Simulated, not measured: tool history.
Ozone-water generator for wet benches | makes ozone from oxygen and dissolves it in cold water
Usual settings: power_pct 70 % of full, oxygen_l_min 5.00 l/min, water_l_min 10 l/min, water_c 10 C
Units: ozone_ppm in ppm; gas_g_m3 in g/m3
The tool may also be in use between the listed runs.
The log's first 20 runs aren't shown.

| run | day | power_pct | oxygen_l_min | water_l_min | water_c | hours of work since the electrodes were changed | hours of work since the contactor was cleaned | hours of work since the thermometer was calibrated | ozone_ppm | gas_g_m3 |
|---|---|---|---|---|---|---|---|---|---|---|
| 21 | 51.925 | 97 | 5.00 | 10 | 10 | 1899 | 3830 | 3830 | 52.4 | 309.6 |
| 22 | 54.825 | 84 | 6.28 | 10 | 10 | 1961 | 3891 | 3891 | 47.6 | 252.9 |
| 23 | 57.129 | 70 | 5.00 | 10 | 11 | 2009 | 3940 | 3940 | 40.4 | 242.4 |
| 24 | 60.254 | 85 | 4.23 | 13 | 14 | 2075 | 4006 | 4006 | 36.7 | 298.8 |
|  | 62.167 | gauge calibrated |
| 25 | 63.125 | 85 | 4.23 | 13 | 14 | 2136 | 4066 | 4066 | 37.2 | 306.1 |
| 26 | 65.100 | 85 | 4.23 | 13 | 14 | 2177 | 4108 | 4108 | 37.0 | 306.9 |
| 27 | 67.012 | 85 | 4.23 | 13 | 14 | 2218 | 4148 | 4148 | 36.6 | 306.6 |
| 28 | 70.638 | 85 | 4.23 | 13 | 14 | 2294 | 4225 | 4225 | 36.8 | 307.4 |
| 29 | 73.554 | 57 | 6.30 | 14 | 14 | 2355 | 4286 | 4286 | 27.0 | 196.3 |
| 30 | 76.704 | 44 | 5.00 | 14 | 8 | 2422 | 4352 | 4352 | 24.0 | 175.2 |
| 31 | 80.408 | 44 | 5.00 | 14 | 8 | 2500 | 4431 | 4431 | 23.7 | 175.1 |
| 32 | 82.146 | 49 | 3.67 | 10 | 6 | 2537 | 4467 | 4467 | 32.5 | 214.6 |

5 ways to go on from here, each from the tool as it stands after run 32. What would each give?
| A | 84.204 | 70 | 2.83 | 10 | 10 | 2580 | 4511 | 4511 | ? | ? |
| B | 84.204 | 70 | 5.00 | 10 | 10 | 2580 | 4511 | 4511 | ? | ? |
| C | 84.204 | 49 | 6.99 | 9 | 6 | 2580 | 4511 | 4511 | ? | ? |
| D | 84.204 | 63 | 3.51 | 10 | 10 | 2580 | 4511 | 4511 | ? | ? |
| E | 84.204 | 49 | 4.40 | 7 | 11 | 2580 | 4511 | 4511 | ? | ? |

| run | ozone_ppm | gas_g_m3 |
|---|---|---|
| A | 38.7 | 310.6 |
| B | 41.1 | 246.4 |
| C | 36.4 | 166.6 |
| D | 36.3 | 262.0 |
| E | 38.0 | 198.5 |
Without the tool's hidden state the same runs would have given:
| run | ozone_ppm | gas_g_m3 |
|---|---|---|
| A | 38.8 | 314.0 |
| B | 41.2 | 249.1 |
| C | 36.4 | 168.4 |
| D | 36.3 | 264.9 |
| E | 38.0 | 200.7 |
